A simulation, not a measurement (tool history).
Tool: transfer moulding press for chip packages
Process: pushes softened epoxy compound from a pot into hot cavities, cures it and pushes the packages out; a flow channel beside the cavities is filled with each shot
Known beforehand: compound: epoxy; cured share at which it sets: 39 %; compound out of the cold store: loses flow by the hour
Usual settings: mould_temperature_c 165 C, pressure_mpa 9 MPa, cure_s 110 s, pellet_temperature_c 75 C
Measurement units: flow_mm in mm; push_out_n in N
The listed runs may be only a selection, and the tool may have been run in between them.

run,hour,mould_temperature_c,pressure_mpa,cure_s,pellet_temperature_c,incoming compound's hours out of the cold store,flow_mm,push_out_n
1,0,165,9,110,75,25.9,684,460
2,40.8,165,8.9,110,75,14.3,728,524
# hour 56.8: cavities cleaned with cleaning compound and waxed
3,105.6,165,9,110,78,34.8,636,423
4,166.3,165,9.26,110,75,40.3,616,517
# hour 177.4: cavities cleaned with cleaning compound and waxed
5,201,165,9.26,112,75,43.6,600,354
6,236.8,165,9.26,112,75,32.9,633,431
# hour 271.9: plunger's sealing rings changed
# hour 298.4: cavities cleaned with cleaning compound and waxed
7,298.4,165,9.26,112,75,16.9,734,273
8,330.9,165,9.26,112,75,44.9,618,390
9,378.5,165,9.26,144,75,31.2,664,452
10,412.4,165,9.26,144,75,10.1,753,502
# hour 418.6: cavities cleaned with cleaning compound and waxed
# hour 453.6: mould's thermocouples calibrated
11,463.1,165,9.26,144,75,31.9,653,403
12,513.2,166,9.75,97,74,40.6,623,542
# hour 537.3: cavities cleaned with cleaning compound and waxed
13,553.1,166,9.75,97,74,19.2,708,367
# hour 580: plunger's sealing rings changed
14,606.2,163,9,110,79,9.7,763,488
# hour 657.1: cavities cleaned with cleaning compound and waxed
15,657.1,163,9,110,79,9.7,757,286
16,722,161,9,110,79,23.2,696,497
17,765.8,161,9,110,79,42.4,611,528
# hour 774.6: cavities cleaned with cleaning compound and waxed
18,816.5,161,9,119,79,18.8,700,424
# hour 859.6: mould's thermocouples calibrated, once more
19,869.9,168,9.66,115,75,16.3,717,473

What if the next run were any one of these 3? Each begins from the tool's condition after run 19:
# hour 885.7: plunger's sealing rings changed
# hour 896.5: cavities cleaned with cleaning compound and waxed
A,914.9,162,8.22,115,75,35.5,?,?
# hour 885.7: plunger's sealing rings changed
# hour 896.5: cavities cleaned with cleaning compound and waxed
B,914.9,168,8.74,115,75,23,?,?
# hour 885.7: plunger's sealing rings changed
# hour 896.5: cavities cleaned with cleaning compound and waxed
C,914.9,168,9.94,115,75,19.8,?,?

run,flow_mm,push_out_n
A,628,357
B,682,328
C,740,319
With no hidden state in the tool, these same runs would have given:
run,flow_mm,push_out_n
A,632,284
B,686,262
C,743,254
